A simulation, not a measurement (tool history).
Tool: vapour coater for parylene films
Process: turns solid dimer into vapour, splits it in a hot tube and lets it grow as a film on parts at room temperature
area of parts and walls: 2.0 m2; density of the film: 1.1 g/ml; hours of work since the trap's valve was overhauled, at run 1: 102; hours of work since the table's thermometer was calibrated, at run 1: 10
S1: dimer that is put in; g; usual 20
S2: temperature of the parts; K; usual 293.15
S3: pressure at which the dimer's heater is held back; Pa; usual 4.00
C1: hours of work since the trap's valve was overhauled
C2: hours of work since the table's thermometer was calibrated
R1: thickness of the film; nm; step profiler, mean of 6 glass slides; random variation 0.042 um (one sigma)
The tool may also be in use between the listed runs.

{"run": 1, "hour": 0.0, "S1": 20, "S2": 293.15, "S3": 4.0, "C1": 102, "C2": 10, "R1": 4490}
{"run": 2, "hour": 13.0, "S1": 20, "S2": 293.15, "S3": 4.0, "C1": 111, "C2": 20, "R1": 4460}
{"run": 3, "hour": 22.1, "S1": 20, "S2": 293.15, "S3": 4.0, "C1": 118, "C2": 27, "R1": 4460}
{"run": 4, "hour": 29.9, "S1": 20, "S2": 293.15, "S3": 4.0, "C1": 124, "C2": 33, "R1": 4430}
{"run": 5, "hour": 39.0, "S1": 19, "S2": 293.15, "S3": 4.0, "C1": 131, "C2": 39, "R1": 4240}
{"run": 6, "hour": 45.9, "S1": 19, "S2": 293.15, "S3": 4.0, "C1": 136, "C2": 45, "R1": 4210}
{"run": 7, "hour": 57.6, "S1": 21, "S2": 293.15, "S3": 4.0, "C1": 145, "C2": 53, "R1": 4640}
{"run": 8, "hour": 64.9, "S1": 21, "S2": 293.15, "S3": 4.0, "C1": 150, "C2": 59, "R1": 4550}
{"run": 9, "hour": 72.1, "S1": 20, "S2": 301.15, "S3": 4.0, "C1": 155, "C2": 64, "R1": 3200}
{"run": 10, "hour": 79.5, "S1": 20, "S2": 293.15, "S3": 4.0, "C1": 161, "C2": 70, "R1": 4340}
{"run": 11, "hour": 94.4, "S1": 20, "S2": 293.15, "S3": 4.0, "C1": 172, "C2": 81, "R1": 4360}
{"run": 12, "hour": 106.4, "S1": 20, "S2": 293.15, "S3": 4.0, "C1": 181, "C2": 90, "R1": 4400}
{"run": 13, "hour": 114.0, "S1": 20, "S2": 288.15, "S3": 4.0, "C1": 187, "C2": 95, "R1": 5390}
{"run": 14, "hour": 124.4, "S1": 20, "S2": 288.15, "S3": 4.0, "C1": 194, "C2": 103, "R1": 5400}
{"run": 15, "hour": 133.2, "S1": 20, "S2": 293.15, "S3": 4.0, "C1": 201, "C2": 109, "R1": 4420}
{"run": 16, "hour": 140.0, "S1": 20, "S2": 291.15, "S3": 4.0, "C1": 206, "C2": 115, "R1": 4770}
{"run": 17, "hour": 151.4, "S1": 20, "S2": 293.15, "S3": 4.0, "C1": 214, "C2": 123, "R1": 4320}
{"run": 18, "hour": 162.5, "S1": 20, "S2": 293.15, "S3": 4.0, "C1": 223, "C2": 131, "R1": 4330}
{"run": 19, "hour": 173.2, "S1": 20, "S2": 293.15, "S3": 4.0, "C1": 231, "C2": 139, "R1": 4300}
{"run": 20, "hour": 180.7, "S1": 20, "S2": 293.15, "S3": 4.0, "C1": 236, "C2": 145, "R1": 4360}
{"run": 21, "hour": 188.6, "S1": 20, "S2": 288.15, "S3": 4.0, "C1": 242, "C2": 151, "R1": 5330}
{"run": 22, "hour": 198.3, "S1": 20, "S2": 304.15, "S3": 4.0, "C1": 249, "C2": 158, "R1": 2800}
{"run": 23, "hour": 207.4, "S1": 20, "S2": 304.15, "S3": 4.0, "C1": 256, "C2": 165, "R1": 2770}
{"run": 24, "hour": 218.7, "S1": 20, "S2": 304.15, "S3": 4.0, "C1": 264, "C2": 173, "R1": 2770}
{"run": 25, "hour": 225.9, "S1": 29, "S2": 293.15, "S3": 6.72, "C1": 270, "C2": 178, "R1": 5790}
{"run": 26, "hour": 240.4, "S1": 29, "S2": 293.15, "S3": 6.72, "C1": 280, "C2": 189, "R1": 5840}
{"run": 27, "hour": 246.9, "S1": 29, "S2": 293.15, "S3": 6.72, "C1": 285, "C2": 194, "R1": 5710}
{"run": 28, "hour": 257.8, "S1": 29, "S2": 293.15, "S3": 6.72, "C1": 293, "C2": 202, "R1": 5720}

Forecast run 29:
{"run": 29, "hour": 265.4, "S1": 20, "S2": 289.15, "S3": 3.21, "C1": 299, "C2": 208, "R1": "?"}

Run 29 gave R1 5110 nm.
Without the tool's hidden state the same run would have given R1 5450 nm.
